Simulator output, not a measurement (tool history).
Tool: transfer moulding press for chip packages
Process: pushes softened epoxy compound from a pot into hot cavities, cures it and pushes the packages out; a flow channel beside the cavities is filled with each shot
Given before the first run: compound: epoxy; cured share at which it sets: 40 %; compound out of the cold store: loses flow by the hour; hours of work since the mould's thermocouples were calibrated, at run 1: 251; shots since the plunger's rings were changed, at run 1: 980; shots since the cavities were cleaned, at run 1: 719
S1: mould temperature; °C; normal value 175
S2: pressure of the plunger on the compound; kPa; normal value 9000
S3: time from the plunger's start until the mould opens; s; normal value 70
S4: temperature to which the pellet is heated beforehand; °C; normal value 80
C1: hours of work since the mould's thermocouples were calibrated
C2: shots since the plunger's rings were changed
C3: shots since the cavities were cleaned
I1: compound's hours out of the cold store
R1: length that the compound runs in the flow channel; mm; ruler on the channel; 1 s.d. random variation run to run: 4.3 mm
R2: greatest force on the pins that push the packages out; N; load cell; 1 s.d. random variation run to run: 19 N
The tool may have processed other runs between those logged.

run   hour   S1     S2  S3  S4   C1    C2    C3    I1   R1    R2
  1      0  175   9000  70  80  251   980   719  25.3  839  1443
  2   15.9  175   9000  70  71  258  1154   893  26.6  828  1545
  3   32.6  175   9000  70  71  265  1337  1076  11.7  849  1624
      44.3  -- cavities cleaned with cleaning compound and waxed
  4   46.4  175   9000  70  71  270  1472    23  30.1  814   903
  5     58  175   9000  70  71  276  1599   150  19.1  843  1044
  6   67.3  175   9000  70  71  280  1701   252  25.5  813  1097
  7   83.8  175   9000  70  80  287  1882   433  47.3  772  1131
  8   98.8  175   7210  70  80  294  2046   597  36.6  711  1269
  9  108.9  175   7210  70  80  298  2157   708  39.2  697  1301
 10  123.6  175   7210  70  80  305  2318   869  19.6  738  1419
 11  134.7  175   7210  70  80  309  2440   991  19.5  741  1447
 12  149.3  175   9000  85  80  316  2600  1151  28.1  804   904
     153.3  -- cavities cleaned with cleaning compound and waxed
 13  162.5  175   9000  70  83  321  2728   100   9.3  843   963
 14  177.8  179   9000  70  83  328  2896   268  11.3  824   829
 15  194.8  179   9000  70  83  335  3082   454     9  829   936
 16  203.1  175   8420  70  76  339  3173   545  19.5  788  1324
 17  215.2  170  10710  70  76  344  3305   677  30.6  891  1902
 18  229.1  170  10710  70  76  350  3458   830    32  870  2036
 19  244.8  170  10710  70  76  357  3630  1002  12.8  926  2210
     258.1  -- plunger's sealing rings changed
     265.1  -- cavities cleaned with cleaning compound and waxed
 20  265.1  170  10710  70  76  364    59     0  44.9  881  1148
 21    282  170   9860  71  76  372   244   185    19  906  1448
 22  289.4  170   9860  71  76  375   326   267  46.5  840  1449
 23  304.2  170   9860  71  76  382   488   429  15.2  914  1782
 24  313.9  178  10020  70  75  386   594   535  17.1  879  1061
 25  326.9  175  10020  52  75  392   737   678  26.1  872  2828
 26  342.8  175  10020  52  75  399   910   851  40.9  839  2679
     353.1  -- mould's thermocouples calibrated
 27  358.9  177   7330  70  80    3  1066  1007    39  714  1328

Branching from run 27: 3 alternative next runs. What would each branch give?
  A  366.1  178  9000  104  74   6  1144  1085  41.8   ?   ?
  B  366.1  177  9110   84  80   6  1144  1085  29.8   ?   ?
  C  366.1  178  7330   66  86   6  1144  1085  22.6   ?   ?

run   R1    R2
  A  782   691
  B  817   842
  C  736  1446
Without the tool's unlogged condition, the same runs would have read:
run   R1   R2
  A  796  392
  B  832  475
  C  750  816

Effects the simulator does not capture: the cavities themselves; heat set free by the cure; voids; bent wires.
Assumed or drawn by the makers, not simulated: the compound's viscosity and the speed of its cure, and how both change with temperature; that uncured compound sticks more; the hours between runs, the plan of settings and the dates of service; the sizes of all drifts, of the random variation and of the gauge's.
